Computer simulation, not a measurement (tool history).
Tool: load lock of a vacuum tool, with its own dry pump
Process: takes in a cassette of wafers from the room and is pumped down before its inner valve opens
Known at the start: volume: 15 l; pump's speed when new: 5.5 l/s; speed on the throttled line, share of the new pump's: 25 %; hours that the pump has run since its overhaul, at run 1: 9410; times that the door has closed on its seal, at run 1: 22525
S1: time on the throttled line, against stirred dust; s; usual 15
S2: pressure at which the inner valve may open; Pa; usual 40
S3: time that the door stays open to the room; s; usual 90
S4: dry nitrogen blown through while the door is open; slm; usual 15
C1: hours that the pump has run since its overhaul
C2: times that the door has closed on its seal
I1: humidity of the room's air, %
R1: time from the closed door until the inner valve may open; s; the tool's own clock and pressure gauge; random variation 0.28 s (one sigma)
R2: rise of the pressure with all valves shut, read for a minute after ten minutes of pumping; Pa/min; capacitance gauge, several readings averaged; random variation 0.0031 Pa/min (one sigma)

Run 1, hour 0.0: usual settings; C1 9410; C2 22525; I1 44.6. Result: R1 35.3 s, R2 0.182 Pa/min.
Run 2, hour 330.8: usual settings; C1 9741; C2 23996; I1 42.8. Result: R1 35.5 s, R2 0.207 Pa/min.
At hour 536.7: dry pump taken out, an overhauled one fitted.
Run 3, hour 902.2: usual settings; C1 365; C2 26509; I1 44.1. Result: R1 33.1 s, R2 0.225 Pa/min.
Run 4, hour 1190.1: usual settings; C1 653; C2 27789; I1 44.1. Result: R1 32.6 s, R2 0.228 Pa/min.
Run 5, hour 1543.0: usual settings but S3 88 s; C1 1006; C2 29358; I1 50.4. Result: R1 32.8 s, R2 0.246 Pa/min.
Run 6, hour 1848.7: usual settings but S3 88 s; C1 1312; C2 30718; I1 47.0. Result: R1 32.9 s, R2 0.253 Pa/min.
Run 7, hour 2162.6: usual settings but S4 12 slm; C1 1626; C2 32113; I1 46.6. Result: R1 33.0 s, R2 0.266 Pa/min.
Run 8, hour 2617.7: usual settings; C1 2081; C2 34136; I1 44.0. Result: R1 32.9 s, R2 0.275 Pa/min.
Run 9, hour 3015.5: usual settings; C1 2479; C2 35905; I1 46.3. Result: R1 33.9 s, R2 0.295 Pa/min.
Run 10, hour 3516.6: usual settings but S2 57 Pa; C1 2980; C2 38133; I1 45.1. Result: R1 32.1 s, R2 0.319 Pa/min.
Run 11, hour 3932.8: usual settings but S3 36 s; C1 3396; C2 39984; I1 45.0. Result: R1 33.3 s, R2 0.318 Pa/min.
Run 12, hour 4264.1: usual settings; C1 3727; C2 41456; I1 43.4. Result: R1 33.0 s, R2 0.357 Pa/min.
Run 13, hour 4739.9: usual settings but S3 218 s; C1 4203; C2 43571; I1 47.1. Result: R1 33.6 s, R2 0.413 Pa/min.
Run 14, hour 5076.2: usual settings but S3 218 s; C1 4539; C2 45067; I1 47.8. Result: R1 33.4 s, R2 0.422 Pa/min.
Run 15, hour 5569.6: usual settings but S4 9 slm; C1 5033; C2 47260; I1 47.4. Result: R1 33.8 s, R2 0.431 Pa/min.
At hour 5622.3: door's seal changed, seat wiped.
Run 16, hour 5848.4: usual settings but S4 9 slm; C1 5310; C2 1005; I1 43.7. Result: R1 34.1 s, R2 0.077 Pa/min.
Run 17, hour 6372.1: usual settings but S4 9 slm; C1 5834; C2 3334; I1 45.1. Result: R1 34.1 s, R2 0.091 Pa/min.
Run 18, hour 6921.0: usual settings but S4 9 slm; C1 6383; C2 5774; I1 43.5. Result: R1 33.7 s, R2 0.092 Pa/min.
Run 19, hour 7283.1: usual settings; C1 6745; C2 7384; I1 43.0. Result: R1 34.5 s, R2 0.090 Pa/min.
Run 20, hour 7845.3: usual settings but S3 155 s; C1 7307; C2 9883; I1 49.3. Result: R1 34.5 s, R2 0.129 Pa/min.
Run 21, hour 8282.7: usual settings but S1 10 s, S2 45 Pa, S3 161 s, S4 36 slm; C1 7744; C2 11828; I1 45.1. Result: R1 30.5 s, R2 0.101 Pa/min.
Run 22, hour 8711.0: usual settings but S1 10 s, S2 45 Pa, S3 161 s, S4 36 slm; C1 8173; C2 13732; I1 42.6. Result: R1 30.2 s, R2 0.109 Pa/min.
Run 23, hour 9043.7: usual settings but S1 14 s, S2 30 Pa, S3 140 s, S4 25 slm; C1 8505; C2 15211; I1 45.2. Result: R1 34.8 s, R2 0.130 Pa/min.
Run 24, hour 9603.0: usual settings but S1 14 s; C1 9065; C2 17698; I1 42.0. Result: R1 33.8 s, R2 0.138 Pa/min.
Run 25, hour 10068.5: usual settings but S1 8 s, S2 57 Pa, S3 152 s, S4 5 slm; C1 9530; C2 19767; I1 41.1. Result: R1 28.4 s, R2 0.192 Pa/min.
At hour 10467.7: dry pump taken out, an overhauled one fitted.
Run 26, hour 10519.6: usual settings but S1 10 s; C1 52; C2 21746; I1 42.8. Result: R1 28.2 s, R2 0.162 Pa/min.
Run 27, hour 10817.1: usual settings but S4 36 slm; C1 349; C2 23069; I1 45.6. Result: R1 32.2 s, R2 0.171 Pa/min.
Run 28, hour 11106.2: usual settings but S2 41 Pa, S3 42 s, S4 7 slm; C1 639; C2 24354; I1 44.3. Result: R1 32.4 s, R2 0.183 Pa/min.
Run 29, hour 11452.4: usual settings but S2 65 Pa; C1 985; C2 25894; I1 44.3. Result: R1 31.0 s, R2 0.207 Pa/min.
Run 30, hour 11868.2: usual settings but S2 65 Pa; C1 1400; C2 27742; I1 46.4. Result: R1 31.1 s, R2 0.224 Pa/min.
Run 31, hour 12164.7: usual settings but S1 19 s, S2 53 Pa, S3 109 s, S4 8 slm; C1 1697; C2 29060; I1 46.4. Result: R1 35.0 s, R2 0.256 Pa/min.
Run 32, hour 12573.3: usual settings but S1 27 s, S3 52 s; C1 2106; C2 30877; I1 46.0. Result: R1 41.6 s, R2 0.237 Pa/min.
Run 33, hour 12841.2: usual settings but S1 27 s, S2 37 Pa, S3 52 s; C1 2373; C2 32068; I1 48.4. Result: R1 42.2 s, R2 0.251 Pa/min.
Run 34, hour 13313.4: usual settings but S1 27 s, S2 47 Pa, S3 52 s; C1 2846; C2 34168; I1 50.5. Result: R1 40.7 s, R2 0.276 Pa/min.
Run 35, hour 13714.4: usual settings but S1 21 s, S2 53 Pa; C1 3247; C2 35950; I1 45.3. Result: R1 36.8 s, R2 0.292 Pa/min.
Run 36, hour 14207.4: usual settings but S1 11 s, S2 41 Pa, S3 68 s, S4 8 slm; C1 3740; C2 38142; I1 45.2. Result: R1 29.9 s, R2 0.331 Pa/min.
Run 37, hour 14510.9: usual settings but S1 11 s, S2 47 Pa, S3 68 s, S4 19 slm; C1 4043; C2 39491; I1 41.0. Result: R1 29.3 s, R2 0.320 Pa/min.

Forecast each of these 3 alternatives for the next run:
Run A, hour 14974.5: usual settings but S1 9 s, S2 58 Pa, S3 68 s, S4 12 slm; C1 4507; C2 41553; I1 44.0. Result: R1 ?, R2 ?.
Run B, hour 14974.5: usual settings but S1 10 s, S2 65 Pa, S3 68 s, S4 18 slm; C1 4507; C2 41553; I1 44.3. Result: R1 ?, R2 ?.
Run C, hour 14974.5: usual settings but S1 11 s, S2 47 Pa, S3 28 s, S4 13 slm; C1 4507; C2 41553; I1 48.6. Result: R1 ?, R2 ?.

run    R1     R2
  A  27.6  0.351
  B  27.9  0.353
  C  29.6  0.333
Without the tool's hidden state the same runs would have given:
run    R1     R2
  A  27.2  0.067
  B  27.6  0.067
  C  29.3  0.049
